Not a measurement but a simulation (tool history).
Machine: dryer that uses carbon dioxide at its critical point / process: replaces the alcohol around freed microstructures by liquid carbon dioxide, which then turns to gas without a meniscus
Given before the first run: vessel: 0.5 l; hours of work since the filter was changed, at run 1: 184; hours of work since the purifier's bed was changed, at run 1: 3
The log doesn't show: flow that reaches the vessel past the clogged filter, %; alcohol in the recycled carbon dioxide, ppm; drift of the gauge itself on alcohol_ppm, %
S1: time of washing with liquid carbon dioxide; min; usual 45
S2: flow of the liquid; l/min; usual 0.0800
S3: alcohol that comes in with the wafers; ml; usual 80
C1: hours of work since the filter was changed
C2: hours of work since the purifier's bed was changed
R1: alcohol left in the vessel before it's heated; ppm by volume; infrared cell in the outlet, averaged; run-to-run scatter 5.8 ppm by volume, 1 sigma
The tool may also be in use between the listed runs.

| run | day | S1 | S2 | S3 | C1 | C2 | R1 |
|---|---|---|---|---|---|---|---|
| 1 | 0.000 | 45 | 0.0800 | 80 | 184 | 3 | 268 |
| 2 | 2.275 | 45 | 0.0800 | 80 | 226 | 46 | 292 |
| 3 | 3.229 | 52 | 0.0800 | 80 | 244 | 63 | 139 |
| 4 | 5.125 | 45 | 0.0800 | 80 | 279 | 99 | 341 |
|  | 5.854 | inlet filter changed |
| 5 | 6.658 | 45 | 0.0800 | 80 | 15 | 127 | 229 |
| 6 | 8.871 | 45 | 0.0800 | 80 | 56 | 168 | 240 |
| 7 | 10.758 | 45 | 0.0929 | 80 | 92 | 203 | 121 |
| 8 | 12.442 | 45 | 0.0929 | 80 | 123 | 235 | 130 |
| 9 | 14.717 | 45 | 0.0929 | 80 | 165 | 277 | 141 |
| 10 | 16.904 | 45 | 0.0929 | 80 | 206 | 318 | 162 |
| 11 | 18.400 | 45 | 0.0929 | 80 | 234 | 346 | 175 |
| 12 | 19.946 | 45 | 0.0800 | 34 | 263 | 375 | 199 |
|  | 21.450 | inlet filter changed |
| 13 | 22.142 | 45 | 0.0800 | 34 | 13 | 415 | 165 |
| 14 | 24.221 | 60 | 0.0800 | 80 | 52 | 454 | 123 |
| 15 | 25.392 | 45 | 0.0800 | 80 | 74 | 476 | 337 |
| 16 | 26.475 | 45 | 0.0800 | 80 | 94 | 496 | 333 |
| 17 | 27.725 | 45 | 0.0800 | 82 | 117 | 519 | 358 |
| 18 | 29.912 | 45 | 0.0800 | 82 | 158 | 560 | 381 |
| 19 | 32.100 | 45 | 0.0800 | 45 | 199 | 601 | 266 |
| 20 | 33.412 | 45 | 0.0800 | 45 | 223 | 626 | 286 |
| 21 | 34.567 | 45 | 0.0800 | 45 | 245 | 647 | 293 |
| 22 | 36.175 | 45 | 0.0800 | 45 | 275 | 677 | 311 |
|  | 36.983 | inlet filter changed |
| 23 | 37.871 | 45 | 0.0800 | 45 | 17 | 708 | 261 |
| 24 | 39.792 | 45 | 0.0800 | 45 | 52 | 744 | 268 |
| 25 | 41.058 | 45 | 0.0800 | 27 | 76 | 768 | 236 |
| 26 | 42.838 | 45 | 0.0800 | 27 | 109 | 801 | 235 |
| 27 | 44.700 | 35 | 0.0800 | 34 | 144 | 836 | 618 |
| 28 | 45.767 | 35 | 0.0800 | 34 | 164 | 855 | 618 |
| 29 | 47.379 | 59 | 0.1247 | 34 | 194 | 886 | 181 |
| 30 | 49.650 | 45 | 0.0800 | 99 | 237 | 928 | 544 |
| 31 | 51.067 | 48 | 0.0580 | 101 | 263 | 954 | 1769 |
|  | 52.646 | inlet filter changed |
| 32 | 53.312 | 45 | 0.0986 | 80 | 12 | 996 | 243 |
| 33 | 54.879 | 47 | 0.1142 | 30 | 42 | 1025 | 204 |
| 34 | 57.112 | 47 | 0.1142 | 30 | 83 | 1067 | 223 |
| 35 | 58.788 | 44 | 0.1288 | 65 | 115 | 1098 | 223 |
| 36 | 60.654 | 44 | 0.1288 | 65 | 150 | 1133 | 236 |
| 37 | 62.071 | 45 | 0.1168 | 40 | 176 | 1159 | 230 |
| 38 | 63.550 | 45 | 0.1168 | 40 | 204 | 1187 | 243 |
|  | 65.404 | purifier's bed changed |
| 39 | 65.538 | 39 | 0.1168 | 40 | 238 | 2 | 33 |
| 40 | 67.283 | 39 | 0.1168 | 40 | 271 | 35 | 39 |
|  | 68.388 | inlet filter changed |
| 41 | 69.117 | 39 | 0.1168 | 40 | 14 | 69 | 36 |

For each entry between runs, how does the tool's hidden state at the last listed run before it compare with that at the first listed run after it?
Run 4 -> run 5: inlet filter changed (day 5.854)
  flow that reaches the vessel past the clogged filter, %: 92.9 -> 99.7; alcohol in the recycled carbon dioxide, ppm: 23.8 -> 29.6
  measured less the result without the state, R1: +140 -> +29 ppm by volume
Run 12 -> run 13: inlet filter changed (day 21.450)
  flow that reaches the vessel past the clogged filter, %: 94.2 -> 99.5; alcohol in the recycled carbon dioxide, ppm: 78.9 -> 87
  measured less the result without the state, R1: +112 -> +87 ppm by volume
Run 22 -> run 23: inlet filter changed (day 36.983)
  flow that reaches the vessel past the clogged filter, %: 93.1 -> 99.2; alcohol in the recycled carbon dioxide, ppm: 137.2 -> 143.3
  measured less the result without the state, R1: +198 -> +144 ppm by volume
Run 31 -> run 32: inlet filter changed (day 52.646)
  flow that reaches the vessel past the clogged filter, %: 93.5 -> 99.1; alcohol in the recycled carbon dioxide, ppm: 191.6 -> 200
  measured less the result without the state, R1: +637 -> +196 ppm by volume
Run 38 -> run 39: purifier's bed changed (day 65.404)
  flow that reaches the vessel past the clogged filter, %: 94.7 -> 93.8; alcohol in the recycled carbon dioxide, ppm: 238.5 -> 5.6
  measured less the result without the state, R1: +239 -> +12 ppm by volume
Run 40 -> run 41: inlet filter changed (day 68.388)
  flow that reaches the vessel past the clogged filter, %: 93.1 -> 99.4; alcohol in the recycled carbon dioxide, ppm: 12.1 -> 18.7
  measured less the result without the state, R1: +20 -> +15 ppm by volume
